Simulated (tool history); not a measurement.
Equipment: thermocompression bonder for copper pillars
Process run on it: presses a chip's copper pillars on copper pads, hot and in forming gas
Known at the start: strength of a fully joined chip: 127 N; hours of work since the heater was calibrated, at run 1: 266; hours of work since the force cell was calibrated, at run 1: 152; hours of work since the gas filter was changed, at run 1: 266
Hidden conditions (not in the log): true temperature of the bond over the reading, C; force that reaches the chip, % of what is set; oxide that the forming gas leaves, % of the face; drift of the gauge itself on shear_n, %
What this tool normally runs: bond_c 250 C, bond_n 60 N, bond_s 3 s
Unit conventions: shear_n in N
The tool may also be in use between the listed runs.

run	hour	bond_c	bond_n	bond_s	hours of work since the heater was calibrated	hours of work since the force cell was calibrated	hours of work since the gas filter was changed	shear_n
1	0	250	60	3	266	152	266	47.7
# hour 18.7: forming gas filter changed
2	48.4	250	60	3	301	186	21	52.5
3	79.5	250	60	3	323	209	44	52.1
4	119	250	60	3	352	237	72	50.1
5	145.3	250	60	3	371	256	91	50
6	192	250	60	3	405	290	125	50
7	228.8	250	60	3	431	317	152	49.5
8	252.7	250	60	3	448	334	169	47.8
9	274.5	259	36	3	464	350	185	35
10	316.7	259	36	3	495	380	215	33.1
11	359.8	266	60	5	526	411	246	65
# hour 386.7: heater calibrated with a thermocouple chip
12	404.2	236	51	7	13	442	277	53.6
# hour 408.5: forming gas filter changed
13	443.7	236	51	7	41	470	25	58.6
14	475.8	225	90	3	64	493	49	57.3

Below are 3 alternative next runs, each starting from the tool's condition after run 14. Predict each:
A	506.5	250	60	4	86	516	71	?
B	506.5	229	52	9	86	516	71	?
C	506.5	250	60	5	86	516	71	?

run	shear_n
A	59.1
B	56.9
C	64.9
What these runs would have given with no unlogged condition in the tool:
run	shear_n
A	61.2
B	59
C	67.2
